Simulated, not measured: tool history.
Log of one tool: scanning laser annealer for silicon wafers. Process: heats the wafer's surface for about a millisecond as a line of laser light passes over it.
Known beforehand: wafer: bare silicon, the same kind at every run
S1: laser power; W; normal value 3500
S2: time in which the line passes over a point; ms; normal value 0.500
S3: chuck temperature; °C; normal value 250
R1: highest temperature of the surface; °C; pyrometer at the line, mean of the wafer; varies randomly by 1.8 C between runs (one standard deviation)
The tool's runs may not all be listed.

run,hour,S1,S2,S3,R1
1,0.0,3500,0.500,250,997
2,5.4,3500,0.500,242,992
3,10.0,3418,0.500,242,973
4,17.3,3521,0.500,250,1008
5,22.8,3521,0.500,250,1004
# hour 28.4: optics aligned, line set to its width
6,33.7,3043,0.615,276,984
7,42.8,3552,0.500,262,1014
# hour 49.8: optics aligned, line set to its width, once more
8,55.3,3178,0.367,262,858
9,60.5,3178,0.367,262,857
10,66.2,3178,0.367,262,856

Subtracting, for every run, the result it would have given without the tool's unlogged condition from the measured result gives the following. The same run-to-run variation enters both numbers; the gauge's scatter may not:
The hidden state here: light that passes the window, % of a clean one's; laser's true power over the reading, %; width of the line over the set one, %; drift of the gauge itself on peak_c, C.
run,R1
1,-35
2,-35
3,-35
4,-36
5,-37
6,-43
7,-46
8,-15
9,-16
10,-15
